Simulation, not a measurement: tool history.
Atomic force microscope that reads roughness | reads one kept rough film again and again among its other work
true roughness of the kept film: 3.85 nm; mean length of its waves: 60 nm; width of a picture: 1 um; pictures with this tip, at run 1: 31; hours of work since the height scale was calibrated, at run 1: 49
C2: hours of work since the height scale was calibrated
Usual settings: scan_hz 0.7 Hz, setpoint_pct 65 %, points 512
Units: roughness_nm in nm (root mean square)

Run 1, hour 0: usual settings; pictures with this tip 31; C2 49. Result: roughness_nm 3.591 nm (root mean square).
Run 2, hour 12: usual settings but setpoint_pct 68 %; pictures with this tip 48; C2 55. Result: roughness_nm 3.549 nm (root mean square).
Run 3, hour 21.9: usual settings but setpoint_pct 68 %; pictures with this tip 63; C2 61. Result: roughness_nm 3.534 nm (root mean square).
At hour 33.6: new tip fitted.
Run 4, hour 35.2: usual settings; pictures with this tip 2; C2 68. Result: roughness_nm 3.629 nm (root mean square).
Run 5, hour 48.2: usual settings; pictures with this tip 21; C2 75. Result: roughness_nm 3.621 nm (root mean square).
Run 6, hour 66.5: usual settings; pictures with this tip 48; C2 85. Result: roughness_nm 3.57 nm (root mean square).
Run 7, hour 84.4: usual settings but scan_hz 1.186 Hz; pictures with this tip 74; C2 95. Result: roughness_nm 3.465 nm (root mean square).
At hour 88.8: new tip fitted.
Run 8, hour 105.3: usual settings but scan_hz 1.186 Hz; pictures with this tip 24; C2 106. Result: roughness_nm 3.557 nm (root mean square).
Run 9, hour 121.1: usual settings but scan_hz 1.186 Hz; pictures with this tip 47; C2 115. Result: roughness_nm 3.509 nm (root mean square).
Run 10, hour 130.9: usual settings but scan_hz 1.186 Hz; pictures with this tip 61; C2 120. Result: roughness_nm 3.476 nm (root mean square).
At hour 143.6: new tip fitted.
Run 11, hour 144.4: usual settings but points 518; pictures with this tip 1; C2 127. Result: roughness_nm 3.62 nm (root mean square).
Run 12, hour 164.1: usual settings but points 518; pictures with this tip 30; C2 138. Result: roughness_nm 3.591 nm (root mean square).
Run 13, hour 180.6: usual settings but points 518; pictures with this tip 54; C2 147. Result: roughness_nm 3.568 nm (root mean square).
Run 14, hour 190.1: usual settings but points 518; pictures with this tip 67; C2 153. Result: roughness_nm 3.53 nm (root mean square).
At hour 197.9: new tip fitted.
Run 15, hour 207.3: usual settings but points 518; pictures with this tip 14; C2 162. Result: roughness_nm 3.645 nm (root mean square).
Run 16, hour 222: usual settings but points 518; pictures with this tip 35; C2 170. Result: roughness_nm 3.597 nm (root mean square).
Run 17, hour 233.3: usual settings but scan_hz 1.086 Hz, setpoint_pct 72 %, points 421; pictures with this tip 52; C2 176. Result: roughness_nm 3.439 nm (root mean square).
Run 18, hour 245.3: usual settings but scan_hz 0.715 Hz, setpoint_pct 72 %, points 464; pictures with this tip 69; C2 183. Result: roughness_nm 3.478 nm (root mean square).
At hour 252.5: new tip fitted.
Run 19, hour 266.4: usual settings but scan_hz 1.431 Hz; pictures with this tip 20; C2 194. Result: roughness_nm 3.543 nm (root mean square).
Run 20, hour 275.1: usual settings but scan_hz 2.575 Hz, setpoint_pct 87 %, points 402; pictures with this tip 33; C2 199. Result: roughness_nm 2.804 nm (root mean square).
Run 21, hour 285.9: usual settings but scan_hz 2.575 Hz, setpoint_pct 87 %, points 402; pictures with this tip 48; C2 205. Result: roughness_nm 2.773 nm (root mean square).
Run 22, hour 298.8: usual settings but scan_hz 2.575 Hz, setpoint_pct 87 %, points 402; pictures with this tip 67; C2 212. Result: roughness_nm 2.75 nm (root mean square).
At hour 307.1: new tip fitted.
Run 23, hour 310.2: usual settings but scan_hz 2.575 Hz, setpoint_pct 87 %, points 402; pictures with this tip 4; C2 218. Result: roughness_nm 2.811 nm (root mean square).
Run 24, hour 320.2: usual settings but scan_hz 2.575 Hz, setpoint_pct 87 %, points 402; pictures with this tip 19; C2 224. Result: roughness_nm 2.789 nm (root mean square).
Run 25, hour 333.4: usual settings but scan_hz 2.575 Hz, setpoint_pct 87 %, points 402; pictures with this tip 38; C2 231. Result: roughness_nm 2.767 nm (root mean square).
Run 26, hour 344: usual settings but scan_hz 2.575 Hz, setpoint_pct 87 %, points 402; pictures with this tip 53; C2 237. Result: roughness_nm 2.756 nm (root mean square).
Run 27, hour 358.2: usual settings but scan_hz 0.534 Hz, setpoint_pct 64 %, points 388; pictures with this tip 74; C2 245. Result: roughness_nm 3.562 nm (root mean square).
At hour 362.8: new tip fitted.
Run 28, hour 372.9: usual settings but scan_hz 2.733 Hz, setpoint_pct 64 %, points 325; pictures with this tip 15; C2 253. Result: roughness_nm 3.384 nm (root mean square).
Run 29, hour 393: usual settings but scan_hz 1.149 Hz, setpoint_pct 64 %, points 325; pictures with this tip 44; C2 264. Result: roughness_nm 3.488 nm (root mean square).
Run 30, hour 409.9: usual settings but scan_hz 1.149 Hz, setpoint_pct 64 %, points 325; pictures with this tip 68; C2 273. Result: roughness_nm 3.47 nm (root mean square).
At hour 417.4: new tip fitted.
Run 31, hour 426.1: usual settings but scan_hz 0.714 Hz; pictures with this tip 12; C2 282. Result: roughness_nm 3.608 nm (root mean square).

3 ways to go on from here, each from the tool as it stands after run 31. What would each give?
Run A, hour 441: usual settings but scan_hz 0.714 Hz, setpoint_pct 71 %, points 364; pictures with this tip 34; C2 290. Result: roughness_nm ?.
Run B, hour 441: usual settings but scan_hz 0.714 Hz, setpoint_pct 72 %, points 806; pictures with this tip 34; C2 290. Result: roughness_nm ?.
Run C, hour 441: usual settings but scan_hz 0.714 Hz, setpoint_pct 60 %, points 669; pictures with this tip 34; C2 290. Result: roughness_nm ?.

run  roughness_nm
  A         3.532
  B         3.545
  C         3.602
Without the tool's hidden state the same runs would have given:
run  roughness_nm
  A         3.616
  B         3.629
  C         3.688
